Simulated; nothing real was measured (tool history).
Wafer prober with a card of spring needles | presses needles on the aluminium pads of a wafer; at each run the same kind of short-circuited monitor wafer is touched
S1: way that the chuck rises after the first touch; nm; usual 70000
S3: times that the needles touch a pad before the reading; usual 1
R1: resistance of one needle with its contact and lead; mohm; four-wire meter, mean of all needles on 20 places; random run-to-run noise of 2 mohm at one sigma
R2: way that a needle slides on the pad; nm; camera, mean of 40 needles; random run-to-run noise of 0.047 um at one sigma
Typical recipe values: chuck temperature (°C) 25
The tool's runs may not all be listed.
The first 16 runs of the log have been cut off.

{"hour": 326.7, "done": "tips cleaned on abrasive film"}
{"hour": 341.7, "done": "tips cleaned on abrasive film"}
{"run": 17, "hour": 346.8, "S1": 65000, "chuck temperature (°C)": 54, "S3": 1, "R1": 290, "R2": 14570}
{"hour": 356.5, "done": "tips cleaned on abrasive film"}
{"run": 18, "hour": 361.7, "S1": 85000, "chuck temperature (°C)": 51, "S3": 1, "R1": 261, "R2": 19040}
{"hour": 370.6, "done": "tips cleaned on abrasive film"}
{"hour": 385.6, "done": "tips cleaned on abrasive film"}
{"run": 19, "hour": 391.0, "S1": 85000, "chuck temperature (°C)": 123, "S3": 1, "R1": 273, "R2": 19050}
{"hour": 399.4, "done": "tips cleaned on abrasive film"}
{"run": 20, "hour": 408.5, "S1": 85000, "chuck temperature (°C)": 123, "S3": 1, "R1": 295, "R2": 18930}
{"hour": 413.4, "done": "tips cleaned on abrasive film"}
{"hour": 428.8, "done": "tips cleaned on abrasive film"}
{"run": 21, "hour": 438.8, "S1": 85000, "chuck temperature (°C)": 123, "S3": 1, "R1": 297, "R2": 19030}
{"hour": 444.1, "done": "tips cleaned on abrasive film"}
{"hour": 458.2, "done": "tips cleaned on abrasive film"}
{"run": 22, "hour": 466.2, "S1": 85000, "chuck temperature (°C)": 123, "S3": 1, "R1": 284, "R2": 18890}
{"hour": 473.3, "done": "tips cleaned on abrasive film"}
{"run": 23, "hour": 484.0, "S1": 53000, "chuck temperature (°C)": 74, "S3": 1, "R1": 414, "R2": 11530}
{"hour": 487.7, "done": "tips cleaned on abrasive film"}
{"hour": 502.7, "done": "tips cleaned on abrasive film"}
{"run": 24, "hour": 512.1, "S1": 53000, "chuck temperature (°C)": 74, "S3": 1, "R1": 401, "R2": 11450}
{"hour": 516.6, "done": "tips cleaned on abrasive film"}
{"hour": 530.5, "done": "tips cleaned on abrasive film"}
{"run": 25, "hour": 536.6, "S1": 70000, "chuck temperature (°C)": 80, "S3": 1, "R1": 301, "R2": 15340}
{"hour": 545.4, "done": "tips cleaned on abrasive film"}
{"hour": 559.8, "done": "tips cleaned on abrasive film"}
{"run": 26, "hour": 562.2, "S1": 55000, "chuck temperature (°C)": 124, "S3": 2, "R1": 290, "R2": 11870}
{"hour": 575.2, "done": "tips cleaned on abrasive film"}
{"run": 27, "hour": 584.0, "S1": 86000, "chuck temperature (°C)": 25, "S3": 2, "R1": 258, "R2": 18870}
{"hour": 591.7, "done": "tips cleaned on abrasive film"}
{"hour": 607.2, "done": "tips cleaned on abrasive film"}
{"run": 28, "hour": 610.1, "S1": 69000, "chuck temperature (°C)": 25, "S3": 1, "R1": 257, "R2": 15040}
{"hour": 622.8, "done": "tips cleaned on abrasive film"}
{"hour": 625.4, "done": "height of the first contact set anew"}
{"run": 29, "hour": 625.8, "S1": 69000, "chuck temperature (°C)": 69, "S3": 2, "R1": 250, "R2": 15710}
{"hour": 639.4, "done": "tips cleaned on abrasive film"}
{"run": 30, "hour": 648.0, "S1": 69000, "chuck temperature (°C)": 69, "S3": 2, "R1": 283, "R2": 15860}

Each row is a separate what-if for the run after 30, all from the same tool condition, not one after another. Results?
{"hour": 655.1, "done": "tips cleaned on abrasive film"}
{"hour": 670.0, "done": "tips cleaned on abrasive film"}
{"run": "A", "hour": 670.2, "S1": 58000, "chuck temperature (°C)": 73, "S3": 2, "R1": "?", "R2": "?"}
{"hour": 655.1, "done": "tips cleaned on abrasive film"}
{"hour": 670.0, "done": "tips cleaned on abrasive film"}
{"run": "B", "hour": 670.2, "S1": 54000, "chuck temperature (°C)": 25, "S3": 1, "R1": "?", "R2": "?"}
{"hour": 655.1, "done": "tips cleaned on abrasive film"}
{"hour": 670.0, "done": "tips cleaned on abrasive film"}
{"run": "C", "hour": 670.2, "S1": 58000, "chuck temperature (°C)": 69, "S3": 3, "R1": "?", "R2": "?"}

run=A R1=245 R2=13140
run=B R1=243 R2=12210
run=C R1=240 R2=13020
Stripped of hidden state, with their random variation kept, the same runs would have yielded:
run=A R1=232 R2=13210
run=B R1=220 R2=12270
run=C R1=230 R2=13080

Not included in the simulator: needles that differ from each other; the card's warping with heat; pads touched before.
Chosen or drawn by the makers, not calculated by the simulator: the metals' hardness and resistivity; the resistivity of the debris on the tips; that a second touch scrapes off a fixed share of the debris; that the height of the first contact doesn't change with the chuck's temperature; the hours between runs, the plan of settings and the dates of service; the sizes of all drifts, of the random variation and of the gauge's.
